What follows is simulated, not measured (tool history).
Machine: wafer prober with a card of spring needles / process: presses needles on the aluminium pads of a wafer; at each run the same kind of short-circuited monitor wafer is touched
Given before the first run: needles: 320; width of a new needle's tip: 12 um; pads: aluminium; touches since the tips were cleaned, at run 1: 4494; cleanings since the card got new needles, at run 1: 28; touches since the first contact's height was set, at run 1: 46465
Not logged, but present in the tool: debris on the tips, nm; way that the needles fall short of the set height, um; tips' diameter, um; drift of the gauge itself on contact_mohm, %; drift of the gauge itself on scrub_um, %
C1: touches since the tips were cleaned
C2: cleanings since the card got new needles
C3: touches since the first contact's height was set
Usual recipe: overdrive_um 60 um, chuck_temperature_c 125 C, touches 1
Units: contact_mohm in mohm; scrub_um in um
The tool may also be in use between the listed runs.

Run 1, day 0: usual settings; C1 4494; C2 28; C3 46465. Result: contact_mohm 281 mohm, scrub_um 8.57 um.
At day 0.175: tips cleaned on abrasive film.
At day 1.038: tips cleaned on abrasive film.
At day 1.925: tips cleaned on abrasive film.
Run 2, day 2.6: usual settings; C1 4982; C2 31; C3 65575. Result: contact_mohm 278 mohm, scrub_um 8.59 um.
At day 2.779: tips cleaned on abrasive film.
At day 3.671: tips cleaned on abrasive film.
At day 4.55: tips cleaned on abrasive film.
Run 3, day 4.55: usual settings but overdrive_um 41 um; C1 0; C2 34; C3 79904. Result: contact_mohm 289 mohm, scrub_um 5.86 um.
At day 5.396: tips cleaned on abrasive film.
At day 6.267: tips cleaned on abrasive film.
Run 4, day 6.8: usual settings but overdrive_um 41 um; C1 3958; C2 36; C3 96477. Result: contact_mohm 292 mohm, scrub_um 5.88 um.
At day 7.112: tips cleaned on abrasive film.
At day 7.979: tips cleaned on abrasive film.
At day 8.692: tips cleaned on abrasive film.
At day 9.575: tips cleaned on abrasive film.
Run 5, day 9.575: usual settings; C1 0; C2 40; C3 116860. Result: contact_mohm 281 mohm, scrub_um 8.56 um.
At day 10.292: tips cleaned on abrasive film.
At day 11.183: tips cleaned on abrasive film.
At day 11.196: height of the first contact set anew.
Run 6, day 11.333: usual settings; C1 1009; C2 42; C3 1009. Result: contact_mohm 280 mohm, scrub_um 8.58 um.
At day 12.046: tips cleaned on abrasive film.
At day 12.938: tips cleaned on abrasive film.
Run 7, day 12.992: usual settings but chuck_temperature_c 113 C; C1 404; C2 44; C3 13217. Result: contact_mohm 277 mohm, scrub_um 8.55 um.
At day 13.7: tips cleaned on abrasive film.
At day 14.412: tips cleaned on abrasive film.
At day 15.267: tips cleaned on abrasive film.
At day 16.033: tips cleaned on abrasive film.
Run 8, day 16.033: usual settings but chuck_temperature_c 113 C; C1 0; C2 48; C3 35552. Result: contact_mohm 279 mohm, scrub_um 8.57 um.
At day 16.746: tips cleaned on abrasive film.
At day 17.458: tips cleaned on abrasive film.
At day 18.325: tips cleaned on abrasive film.
Run 9, day 18.596: usual settings but chuck_temperature_c 113 C; C1 1974; C2 51; C3 54396. Result: contact_mohm 276 mohm, scrub_um 8.61 um.
At day 19.129: tips cleaned on abrasive film.
At day 19.846: tips cleaned on abrasive film.
At day 20.708: tips cleaned on abrasive film.
At day 21.592: tips cleaned on abrasive film.
Run 10, day 21.592: usual settings; C1 0; C2 55; C3 76436. Result: contact_mohm 284 mohm, scrub_um 8.58 um.
At day 22.446: tips cleaned on abrasive film.
At day 23.321: tips cleaned on abrasive film.
At day 24.038: tips cleaned on abrasive film.
At day 24.929: tips cleaned on abrasive film.
Run 11, day 25.142: usual settings; C1 1586; C2 59; C3 102540. Result: contact_mohm 280 mohm, scrub_um 8.55 um.
At day 25.662: tips cleaned on abrasive film.
At day 26.375: tips cleaned on abrasive film.
At day 27.267: tips cleaned on abrasive film.
At day 28.146: tips cleaned on abrasive film.
Run 12, day 28.583: usual settings but chuck_temperature_c 48 C; C1 3232; C2 63; C3 127838. Result: contact_mohm 263 mohm, scrub_um 8.58 um.
At day 28.775: height of the first contact set anew.
At day 28.954: tips cleaned on abrasive film.
At day 29.796: tips cleaned on abrasive film.
At day 30.688: tips cleaned on abrasive film.
At day 31.579: tips cleaned on abrasive film.
Run 13, day 31.75: usual settings but overdrive_um 65 um, chuck_temperature_c 34 C; C1 1263; C2 67; C3 21869. Result: contact_mohm 255 mohm, scrub_um 9.31 um.
At day 32.442: tips cleaned on abrasive film.
At day 33.329: tips cleaned on abrasive film.
Run 14, day 33.833: usual settings but overdrive_um 71 um, chuck_temperature_c 55 C; C1 3718; C2 69; C3 37213. Result: contact_mohm 254 mohm, scrub_um 10.16 um.
At day 34.192: tips cleaned on abrasive film.
At day 35.083: tips cleaned on abrasive film.
Run 15, day 35.712: usual settings but overdrive_um 71 um, chuck_temperature_c 30 C; C1 4622; C2 71; C3 51017. Result: contact_mohm 252 mohm, scrub_um 10.14 um.
At day 35.892: tips cleaned on abrasive film.
At day 36.767: tips cleaned on abrasive film.
At day 37.629: tips cleaned on abrasive film.
At day 38.475: tips cleaned on abrasive film.
Run 16, day 38.754: usual settings but overdrive_um 47 um, chuck_temperature_c 30 C; C1 2079; C2 75; C3 73388. Result: contact_mohm 260 mohm, scrub_um 6.72 um.
At day 39.279: tips cleaned on abrasive film.
At day 40.167: tips cleaned on abrasive film.
At day 40.879: tips cleaned on abrasive film.
Run 17, day 41.283: usual settings but touches 2; C1 2974; C2 78; C3 91967. Result: contact_mohm 277 mohm, scrub_um 8.58 um.
At day 41.638: tips cleaned on abrasive film.
At day 42.529: tips cleaned on abrasive film.
At day 43.421: tips cleaned on abrasive film.
Run 18, day 43.721: usual settings but touches 2; C1 2232; C2 81; C3 109905. Result: contact_mohm 282 mohm, scrub_um 8.55 um.
At day 44.225: tips cleaned on abrasive film.
At day 45.062: tips cleaned on abrasive film.
At day 45.954: tips cleaned on abrasive film.
At day 46.321: height of the first contact set anew.
At day 46.858: tips cleaned on abrasive film.
Run 19, day 46.888: usual settings but touches 2; C1 208; C2 85; C3 4142. Result: contact_mohm 282 mohm, scrub_um 8.57 um.
At day 47.583: tips cleaned on abrasive film.
At day 48.421: tips cleaned on abrasive film.
At day 49.254: tips cleaned on abrasive film.
At day 50.05: tips cleaned on abrasive film.
Run 20, day 50.05: usual settings but overdrive_um 58 um, touches 3; C1 0; C2 89; C3 27416. Result: contact_mohm 273 mohm, scrub_um 8.29 um.
At day 50.921: tips cleaned on abrasive film.
At day 51.633: tips cleaned on abrasive film.
Run 21, day 52.129: usual settings but overdrive_um 72 um, chuck_temperature_c 34 C, touches 2; C1 3647; C2 91; C3 42699. Result: contact_mohm 252 mohm, scrub_um 10.3 um.
At day 52.488: tips cleaned on abrasive film.
At day 53.354: tips cleaned on abrasive film.
Run 22, day 53.629: usual settings but overdrive_um 46 um; C1 2041; C2 93; C3 53719. Result: contact_mohm 286 mohm, scrub_um 6.57 um.
At day 54.167: tips cleaned on abrasive film.
At day 55.042: tips cleaned on abrasive film.
Run 23, day 55.342: usual settings but overdrive_um 55 um, chuck_temperature_c 122 C, touches 2; C1 2229; C2 95; C3 66325. Result: contact_mohm 280 mohm, scrub_um 7.85 um.
At day 55.875: tips cleaned on abrasive film.
At day 56.767: tips cleaned on abrasive film.
At day 57.658: tips cleaned on abrasive film.
Run 24, day 58.092: usual settings but chuck_temperature_c 32 C; C1 3209; C2 98; C3 86555. Result: contact_mohm 250 mohm, scrub_um 8.59 um.

Predict each of these 5 candidate next runs independently; none follows another, all start after run 24:
At day 58.454: tips cleaned on abrasive film.
At day 59.321: tips cleaned on abrasive film.
At day 60.196: tips cleaned on abrasive film.
At day 61.088: tips cleaned on abrasive film.
Run A, day 61.292: usual settings; C1 1522; C2 102; C3 110082. Result: contact_mohm ?, scrub_um ?.
At day 58.454: tips cleaned on abrasive film.
At day 59.321: tips cleaned on abrasive film.
At day 60.196: tips cleaned on abrasive film.
At day 61.088: tips cleaned on abrasive film.
Run B, day 61.292: usual settings but overdrive_um 66 um, chuck_temperature_c 30 C; C1 1522; C2 102; C3 110082. Result: contact_mohm ?, scrub_um ?.
At day 58.454: tips cleaned on abrasive film.
At day 59.321: tips cleaned on abrasive film.
At day 60.196: tips cleaned on abrasive film.
At day 61.088: tips cleaned on abrasive film.
Run C, day 61.292: usual settings but touches 2; C1 1522; C2 102; C3 110082. Result: contact_mohm ?, scrub_um ?.
At day 58.454: tips cleaned on abrasive film.
At day 59.321: tips cleaned on abrasive film.
At day 60.196: tips cleaned on abrasive film.
At day 61.088: tips cleaned on abrasive film.
Run D, day 61.292: usual settings; C1 1522; C2 102; C3 110082. Result: contact_mohm ?, scrub_um ?.
At day 58.454: tips cleaned on abrasive film.
At day 59.321: tips cleaned on abrasive film.
At day 60.196: tips cleaned on abrasive film.
At day 61.088: tips cleaned on abrasive film.
Run E, day 61.292: usual settings but overdrive_um 40 um, chuck_temperature_c 105 C; C1 1522; C2 102; C3 110082. Result: contact_mohm ?, scrub_um ?.

run  contact_mohm  scrub_um
  A           279      8.56
  B           254      9.44
  C           280      8.53
  D           285      8.57
  E           284      5.67
Had the tool no hidden state, the same runs would have come out as:
run  contact_mohm  scrub_um
  A           279      8.57
  B           253      9.45
  C           280      8.53
  D           284      8.58
  E           283      5.68
